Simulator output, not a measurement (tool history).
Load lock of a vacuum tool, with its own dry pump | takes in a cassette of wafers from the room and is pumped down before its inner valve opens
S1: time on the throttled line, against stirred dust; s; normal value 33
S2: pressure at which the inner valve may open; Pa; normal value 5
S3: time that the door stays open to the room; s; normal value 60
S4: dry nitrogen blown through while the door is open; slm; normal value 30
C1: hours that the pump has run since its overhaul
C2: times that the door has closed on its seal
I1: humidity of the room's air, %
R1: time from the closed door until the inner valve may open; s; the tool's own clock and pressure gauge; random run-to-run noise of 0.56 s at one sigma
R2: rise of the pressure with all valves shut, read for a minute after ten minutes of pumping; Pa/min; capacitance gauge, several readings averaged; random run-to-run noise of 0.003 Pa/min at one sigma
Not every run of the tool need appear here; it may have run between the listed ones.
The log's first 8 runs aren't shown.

run 9 hour=511.8 | S1=33 S2=8 S3=60 S4=30 | C1=4881 C2=22885 | I1=46.5 | R1=76.7 R2=0.158
run 10 hour=623.7 | S1=33 S2=8 S3=60 S4=30 | C1=4993 C2=23275 | I1=46.2 | R1=77.6 R2=0.158
run 11 hour=685.8 | S1=33 S2=8 S3=60 S4=30 | C1=5055 C2=23491 | I1=48.3 | R1=79.3 R2=0.162
run 12 hour=781.0 | S1=33 S2=8 S3=60 S4=30 | C1=5151 C2=23823 | I1=48.0 | R1=77.2 R2=0.170
run 13 hour=827.4 | S1=33 S2=5 S3=60 S4=30 | C1=5197 C2=23985 | I1=46.2 | R1=80.8 R2=0.167
run 14 hour=909.1 | S1=33 S2=5 S3=60 S4=40 | C1=5279 C2=24270 | I1=45.7 | R1=81.5 R2=0.160
run 15 hour=1019.3 | S1=33 S2=5 S3=60 S4=40 | C1=5389 C2=24654 | I1=46.3 | R1=80.7 R2=0.164
run 16 hour=1119.6 | S1=33 S2=5 S3=110 S4=30 | C1=5489 C2=25004 | I1=44.8 | R1=80.6 R2=0.191
run 17 hour=1192.2 | S1=33 S2=5 S3=110 S4=30 | C1=5562 C2=25257 | I1=42.3 | R1=80.0 R2=0.188
run 18 hour=1261.2 | S1=33 S2=5 S3=110 S4=30 | C1=5631 C2=25497 | I1=42.7 | R1=80.2 R2=0.194
run 19 hour=1343.9 | S1=33 S2=5 S3=57 S4=30 | C1=5714 C2=25786 | I1=46.8 | R1=80.7 R2=0.187
run 20 hour=1457.6 | S1=33 S2=5 S3=189 S4=8 | C1=5827 C2=26182 | I1=46.3 | R1=81.6 R2=0.273
run 21 hour=1520.5 | S1=33 S2=10 S3=128 S4=13 | C1=5890 C2=26401 | I1=44.8 | R1=77.2 R2=0.239
run 22 hour=1612.2 | S1=20 S2=7 S3=60 S4=30 | C1=5982 C2=26721 | I1=46.3 | R1=69.0 R2=0.197
run 23 hour=1669.9 | S1=33 S2=5 S3=94 S4=42 | C1=6040 C2=26922 | I1=45.2 | R1=81.6 R2=0.198
run 24 hour=1780.1 | S1=33 S2=5 S3=60 S4=25 | C1=6150 C2=27306 | I1=46.0 | R1=81.1 R2=0.202
run 25 hour=1870.4 | S1=33 S2=4 S3=60 S4=27 | C1=6240 C2=27621 | I1=43.9 | R1=83.5 R2=0.205
run 26 hour=1933.3 | S1=33 S2=4 S3=60 S4=15 | C1=6303 C2=27840 | I1=45.0 | R1=82.6 R2=0.209

Run 27 comes next. What will it give?
run 27 hour=2047.9 | S1=42 S2=4 S3=60 S4=15 | C1=6418 C2=28240 | I1=45.9 | R1=? R2=?

Logged for run 27: R1 88.1 s, R2 0.219 Pa/min.
Had the tool carried no hidden state, the very same run would have given R1 86.0 s, R2 0.055 Pa/min.
